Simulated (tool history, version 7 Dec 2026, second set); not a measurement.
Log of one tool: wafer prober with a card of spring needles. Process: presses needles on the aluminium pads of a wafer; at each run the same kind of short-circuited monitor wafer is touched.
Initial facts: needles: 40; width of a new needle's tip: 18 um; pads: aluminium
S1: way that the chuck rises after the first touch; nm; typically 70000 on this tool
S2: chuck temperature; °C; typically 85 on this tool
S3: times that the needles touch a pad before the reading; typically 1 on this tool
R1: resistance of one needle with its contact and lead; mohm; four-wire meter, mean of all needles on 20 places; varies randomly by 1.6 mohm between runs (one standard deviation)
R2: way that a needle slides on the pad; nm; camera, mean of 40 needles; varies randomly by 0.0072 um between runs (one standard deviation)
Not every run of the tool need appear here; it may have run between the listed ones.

run 1 day=0 | S1=70000 S2=85 S3=1 | R1=231 R2=8602
-- day=0.142 tips cleaned on abrasive film
-- day=0.542 tips cleaned on abrasive film
run 2 day=0.675 | S1=70000 S2=85 S3=1 | R1=216 R2=8579
-- day=0.912 tips cleaned on abrasive film
-- day=0.925 height of the first contact set anew
run 3 day=1.071 | S1=70000 S2=85 S3=1 | R1=213 R2=8716
-- day=1.329 tips cleaned on abrasive film
run 4 day=1.492 | S1=70000 S2=85 S3=1 | R1=220 R2=8700
-- day=1.688 tips cleaned on abrasive film
run 5 day=1.917 | S1=70000 S2=85 S3=1 | R1=233 R2=8706
-- day=2.05 tips cleaned on abrasive film
run 6 day=2.354 | S1=70000 S2=85 S3=1 | R1=244 R2=8695
-- day=2.425 tips cleaned on abrasive film
-- day=2.596 tips cleaned on abrasive film, once more
run 7 day=2.725 | S1=70000 S2=85 S3=1 | R1=209 R2=8678
-- day=2.975 tips cleaned on abrasive film
-- day=3.329 tips cleaned on abrasive film
run 8 day=3.354 | S1=70000 S2=85 S3=1 | R1=178 R2=8667
-- day=3.683 tips cleaned on abrasive film
-- day=4.079 tips cleaned on abrasive film
run 9 day=4.138 | S1=70000 S2=85 S3=1 | R1=188 R2=8654
-- day=4.438 tips cleaned on abrasive film
run 10 day=4.542 | S1=70000 S2=85 S3=1 | R1=205 R2=8639
-- day=4.817 tips cleaned on abrasive film
-- day=5.171 tips cleaned on abrasive film
run 11 day=5.171 | S1=70000 S2=33 S3=1 | R1=154 R2=8609
-- day=5.55 tips cleaned on abrasive film
run 12 day=5.867 | S1=70000 S2=33 S3=1 | R1=258 R2=8626
-- day=5.921 tips cleaned on abrasive film
-- day=6.275 tips cleaned on abrasive film
run 13 day=6.342 | S1=70000 S2=25 S3=1 | R1=175 R2=8619
-- day=6.638 tips cleaned on abrasive film
run 14 day=6.817 | S1=53000 S2=85 S3=1 | R1=281 R2=6473
-- day=7.046 tips cleaned on abrasive film
-- day=7.362 height of the first contact set anew
-- day=7.417 tips cleaned on abrasive film
run 15 day=7.533 | S1=70000 S2=30 S3=1 | R1=208 R2=8701
-- day=7.771 tips cleaned on abrasive film
-- day=8.171 tips cleaned on abrasive film
run 16 day=8.171 | S1=70000 S2=30 S3=1 | R1=160 R2=8699
-- day=8.538 tips cleaned on abrasive film
-- day=8.908 tips cleaned on abrasive film
run 17 day=8.929 | S1=70000 S2=30 S3=1 | R1=156 R2=8677
-- day=9.3 tips cleaned on abrasive film
run 18 day=9.554 | S1=70000 S2=30 S3=1 | R1=241 R2=8670
-- day=9.683 tips cleaned on abrasive film
-- day=10.054 tips cleaned on abrasive film
run 19 day=10.092 | S1=60000 S2=43 S3=1 | R1=191 R2=7421
-- day=10.429 tips cleaned on abrasive film
run 20 day=10.562 | S1=70000 S2=43 S3=1 | R1=210 R2=8655
-- day=10.788 tips cleaned on abrasive film
run 21 day=10.967 | S1=70000 S2=43 S3=1 | R1=223 R2=8639

The next listed run, before its measurement:
-- day=11.162 tips cleaned on abrasive film
-- day=11.542 tips cleaned on abrasive film
run 22 day=11.562 | S1=58000 S2=50 S3=1 | R1=? R2=?

R1: 182 mohm
R2: 7135 nm
Were there no unlogged condition in the tool, this run, its random variation unchanged, would have produced R1 153 mohm, R2 7213 nm.
